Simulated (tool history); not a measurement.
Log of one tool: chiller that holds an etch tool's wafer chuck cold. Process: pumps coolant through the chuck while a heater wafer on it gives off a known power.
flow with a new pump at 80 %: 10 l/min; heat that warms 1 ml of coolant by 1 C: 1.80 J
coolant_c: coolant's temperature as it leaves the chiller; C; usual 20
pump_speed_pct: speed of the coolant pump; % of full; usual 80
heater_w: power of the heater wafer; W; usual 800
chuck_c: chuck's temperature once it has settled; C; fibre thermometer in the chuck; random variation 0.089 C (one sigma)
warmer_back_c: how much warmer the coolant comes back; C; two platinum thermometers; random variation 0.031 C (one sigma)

run,hour,coolant_c,pump_speed_pct,heater_w,chuck_c,warmer_back_c
1,0.0,20,80,800,25.33,2.75
2,80.9,20,80,800,25.51,2.71
3,184.8,20,80,800,25.26,2.73
# hour 224.3: chiller's thermometer calibrated
4,274.4,17,80,800,23.05,2.75
5,364.7,17,80,800,23.22,2.77
6,476.0,20,80,800,26.30,2.80
7,557.5,20,80,800,26.23,2.77
8,613.9,20,80,800,26.28,2.79
9,705.6,20,80,800,26.34,2.85
10,818.8,20,80,800,26.23,2.88
11,889.1,20,80,800,26.32,2.88
12,954.9,20,80,800,26.24,2.80
13,1063.0,20,80,800,26.55,2.93
14,1140.7,20,80,983,28.17,3.61
15,1221.8,16,80,983,23.93,3.60
16,1311.5,16,80,983,23.96,3.58
17,1400.2,13,79,753,19.23,2.77
# hour 1457.7: coolant changed, channels flushed
18,1495.9,20,69,800,26.45,3.49
19,1550.5,18,64,800,24.80,3.75
20,1608.6,16,66,826,23.03,3.83
21,1685.3,20,92,969,26.18,3.03
22,1777.5,20,80,1024,27.44,3.86
23,1832.1,13,91,792,18.24,2.50
24,1940.6,28,80,859,34.19,3.26
25,2029.6,20,64,869,27.61,4.26
26,2106.8,22,90,419,24.67,1.37
27,2169.4,12,80,445,15.08,1.69
28,2217.9,12,80,445,15.09,1.69
29,2284.4,10,81,721,15.12,2.68
30,2394.5,10,81,721,15.18,2.77
31,2451.0,14,63,1093,24.08,5.50
32,2546.4,20,69,800,26.81,3.68

Hidden state or all else? Some run-to-run changes of chuck_c, split into what the settings, what came in and random variation would give without the hidden state, and what is left for the hidden state (with any gauge scatter that isn't in both results):
The hidden state here: heat passed by the chuck's channels, % of clean ones'; flow at a given pump speed, % of a new pump's; coolant's true temperature over the reading, C; drift of the gauge itself on chuck_c, C; drift of the gauge itself on warmer_back_c, C.
Run 3 -> 4: coolant_c 20 -> 17, chiller's thermometer calibrated. chuck_c -2.21 C: hidden state +0.85, all else -3.06.
Run 17 -> 18: coolant_c 13 -> 20, pump_speed_pct 79 -> 69, heater_w 753 -> 800, coolant changed, channels flushed. chuck_c +7.22 C: hidden state -0.70, all else +7.92.
Run 22 -> 23: coolant_c 20 -> 13, pump_speed_pct 80 -> 91, heater_w 1024 -> 792. chuck_c -9.20 C: hidden state -0.19, all else -9.01.
Run 23 -> 24: coolant_c 13 -> 28, pump_speed_pct 91 -> 80, heater_w 792 -> 859. chuck_c +15.95 C: hidden state +0.13, all else +15.82.
Run 26 -> 27: coolant_c 22 -> 12, pump_speed_pct 90 -> 80, heater_w 419 -> 445. chuck_c -9.59 C: hidden state +0.05, all else -9.64.
Run 30 -> 31: coolant_c 10 -> 14, pump_speed_pct 81 -> 63, heater_w 721 -> 1093. chuck_c +8.90 C: hidden state +0.63, all else +8.27.
